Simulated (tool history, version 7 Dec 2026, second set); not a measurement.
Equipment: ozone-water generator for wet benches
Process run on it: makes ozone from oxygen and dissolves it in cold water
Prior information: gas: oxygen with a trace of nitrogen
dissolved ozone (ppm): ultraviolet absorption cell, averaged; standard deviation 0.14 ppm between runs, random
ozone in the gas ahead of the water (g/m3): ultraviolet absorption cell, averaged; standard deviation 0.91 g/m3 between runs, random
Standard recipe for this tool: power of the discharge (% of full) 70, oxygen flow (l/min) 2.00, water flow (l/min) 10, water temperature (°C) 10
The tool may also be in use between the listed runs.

run,hour,power of the discharge (% of full),oxygen flow (l/min),water flow (l/min),water temperature (°C),dissolved ozone (ppm),ozone in the gas ahead of the water (g/m3)
1,0.0,70,2.00,10,10,17.0,151.3
2,47.3,70,2.00,10,10,16.9,151.2
3,82.0,70,2.00,10,10,17.1,150.8
4,118.9,70,2.00,10,10,17.0,151.6
5,152.3,70,2.00,10,10,16.9,151.5
6,193.2,70,2.00,10,10,17.1,150.9
7,225.6,70,2.00,10,10,16.7,149.5
8,270.5,70,2.00,10,10,16.9,151.2
9,293.3,70,2.00,10,10,17.0,150.9
10,323.5,70,2.00,10,10,16.9,149.4
11,368.3,67,2.15,11,16,14.3,141.1
12,405.6,67,2.15,11,16,14.3,140.0
13,435.9,67,2.15,11,16,14.2,139.8
14,477.1,67,2.15,11,16,14.2,140.0
15,500.3,67,2.15,11,11,14.8,139.9
16,531.0,64,3.52,11,11,15.7,106.6
17,562.0,64,3.52,11,11,15.8,107.6
18,584.8,44,3.36,12,10,11.1,81.8
19,629.3,56,2.03,10,10,14.1,124.7

Put back what was entered between runs (1 entry, withheld): which listed runs does each sit between, and how does the hidden state differ from the listed run before to the listed run after?
Between runs 12 and 13: contactor cleaned (hour 413.0)
  yield of the discharge, % of new electrodes': 99.2 -> 99.1; contactor's efficiency, % of a clean one's: 93.4 -> 90.8
  the result without the hidden state subtracted from the measured one, dissolved ozone (ppm): -0.5 -> -0.6; ozone in the gas ahead of the water (g/m3): -1.2 -> -1.2
